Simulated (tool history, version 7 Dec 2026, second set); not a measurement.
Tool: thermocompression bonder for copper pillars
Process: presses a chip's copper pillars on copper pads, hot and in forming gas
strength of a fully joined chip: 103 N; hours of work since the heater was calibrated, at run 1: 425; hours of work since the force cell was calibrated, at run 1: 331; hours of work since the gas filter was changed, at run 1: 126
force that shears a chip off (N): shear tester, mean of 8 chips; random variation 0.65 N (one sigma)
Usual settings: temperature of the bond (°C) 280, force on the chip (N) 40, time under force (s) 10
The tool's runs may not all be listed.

run	hour	temperature of the bond (°C)	force on the chip (N)	time under force (s)	hours of work since the heater was calibrated	hours of work since the force cell was calibrated	hours of work since the gas filter was changed	force that shears a chip off (N)
1	0.0	280	40	10	425	331	126	43.9
2	65.9	280	40	10	456	363	157	43.4
3	102.5	280	40	17	473	380	175	50.3
4	134.6	280	40	29	489	395	190	60.5
# hour 139.1: force cell calibrated
# hour 142.5: forming gas filter changed
5	192.9	280	40	29	515	25	24	66.7
6	223.1	280	40	29	530	40	38	63.5
7	291.7	299	48	29	562	72	71	85.3
# hour 299.6: force cell calibrated, once more
8	331.5	280	31	29	580	15	89	49.2
9	365.0	296	38	19	596	31	105	62.5
10	415.6	269	27	28	620	55	129	36.5
11	480.9	280	40	10	651	86	160	43.5

3 ways to go on from here, each from the tool as it stands after run 11. What would each give?
A	523.2	304	28	16	672	106	180	?
B	523.2	296	49	25	672	106	180	?
C	523.2	261	40	10	672	106	180	?

run	force that shears a chip off (N)
A	48.1
B	77.1
C	32.2
Without the tool's hidden state the same runs would have given:
run	force that shears a chip off (N)
A	47.4
B	78.8
C	30.8
